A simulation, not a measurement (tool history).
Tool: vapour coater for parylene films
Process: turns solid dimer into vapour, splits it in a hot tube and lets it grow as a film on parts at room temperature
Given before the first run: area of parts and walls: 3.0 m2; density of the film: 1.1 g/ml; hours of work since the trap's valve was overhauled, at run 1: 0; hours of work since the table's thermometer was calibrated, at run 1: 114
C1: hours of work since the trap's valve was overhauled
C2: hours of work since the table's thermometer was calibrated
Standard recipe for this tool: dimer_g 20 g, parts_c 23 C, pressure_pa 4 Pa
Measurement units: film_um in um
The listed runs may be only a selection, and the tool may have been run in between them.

Run 1, day 0: usual settings; C1 0; C2 114. Result: film_um 4.08 um.
Run 2, day 2.475: usual settings; C1 30; C2 144. Result: film_um 4.05 um.
Run 3, day 4.054: usual settings but parts_c 15 C; C1 48; C2 163. Result: film_um 4.94 um.
Run 4, day 6.517: usual settings but parts_c 15 C; C1 78; C2 192. Result: film_um 4.93 um.
Run 5, day 9.442: usual settings; C1 113; C2 227. Result: film_um 3.93 um.
Run 6, day 11.496: usual settings; C1 137; C2 252. Result: film_um 3.98 um.
Run 7, day 13.5: usual settings; C1 161; C2 276. Result: film_um 3.87 um.
Run 8, day 16.425: usual settings but pressure_pa 10.21 Pa; C1 196; C2 311. Result: film_um 3.4 um.
Run 9, day 18.625: usual settings but pressure_pa 10.21 Pa; C1 222; C2 337. Result: film_um 3.4 um.
At day 19.508: trap's valve overhauled.
Run 10, day 20.317: usual settings but dimer_g 34 g, pressure_pa 10.21 Pa; C1 10; C2 355. Result: film_um 6.13 um.
Run 11, day 22.417: usual settings but dimer_g 34 g, pressure_pa 10.21 Pa; C1 35; C2 380. Result: film_um 6 um.
Run 12, day 23.908: usual settings but pressure_pa 8.54 Pa; C1 53; C2 398. Result: film_um 3.63 um.
Run 13, day 26.638: usual settings but pressure_pa 8.54 Pa; C1 85; C2 430. Result: film_um 3.59 um.
Run 14, day 28.612: usual settings but pressure_pa 8.54 Pa; C1 109; C2 454. Result: film_um 3.56 um.
Run 15, day 30.629: usual settings but pressure_pa 8.54 Pa; C1 133; C2 478. Result: film_um 3.51 um.
Run 16, day 33.296: usual settings but pressure_pa 8.54 Pa; C1 165; C2 510. Result: film_um 3.48 um.
Run 17, day 35.262: usual settings but pressure_pa 6.07 Pa; C1 188; C2 533. Result: film_um 3.6 um.
Run 18, day 38.042: usual settings but pressure_pa 6.07 Pa; C1 221; C2 567. Result: film_um 3.61 um.
At day 38.9: trap's valve overhauled.
Run 19, day 40.658: usual settings but parts_c 31 C; C1 21; C2 596. Result: film_um 3.24 um.
Run 20, day 41.954: usual settings but parts_c 31 C; C1 36; C2 611. Result: film_um 3.2 um.
Run 21, day 43.858: usual settings but parts_c 31 C; C1 59; C2 634. Result: film_um 3.13 um.
Run 22, day 45.588: usual settings but parts_c 31 C; C1 80; C2 655. Result: film_um 3.17 um.
Run 23, day 47.212: usual settings but dimer_g 10 g, parts_c 31 C; C1 99; C2 674. Result: film_um 1.56 um.
Run 24, day 49.854: usual settings but parts_c 16 C, pressure_pa 2.66 Pa; C1 131; C2 706. Result: film_um 4.86 um.
Run 25, day 51.675: usual settings but parts_c 21 C, pressure_pa 11.47 Pa; C1 153; C2 728. Result: film_um 3.56 um.
Run 26, day 53.046: usual settings but dimer_g 18 g, parts_c 21 C, pressure_pa 6.07 Pa; C1 169; C2 744. Result: film_um 3.38 um.
Run 27, day 55: usual settings but dimer_g 31 g, parts_c 27 C, pressure_pa 5.9 Pa; C1 192; C2 767. Result: film_um 5.04 um.

What does the tool deliver on the next run?
Run 28, day 56.333: usual settings but dimer_g 27 g, parts_c 27 C, pressure_pa 5.9 Pa; C1 208; C2 783. Result: film_um ?.

{"run 28": {"film_um": 4.31}}
The same run, on a tool lacking any hidden state, would have yielded film_um 4.72 um.

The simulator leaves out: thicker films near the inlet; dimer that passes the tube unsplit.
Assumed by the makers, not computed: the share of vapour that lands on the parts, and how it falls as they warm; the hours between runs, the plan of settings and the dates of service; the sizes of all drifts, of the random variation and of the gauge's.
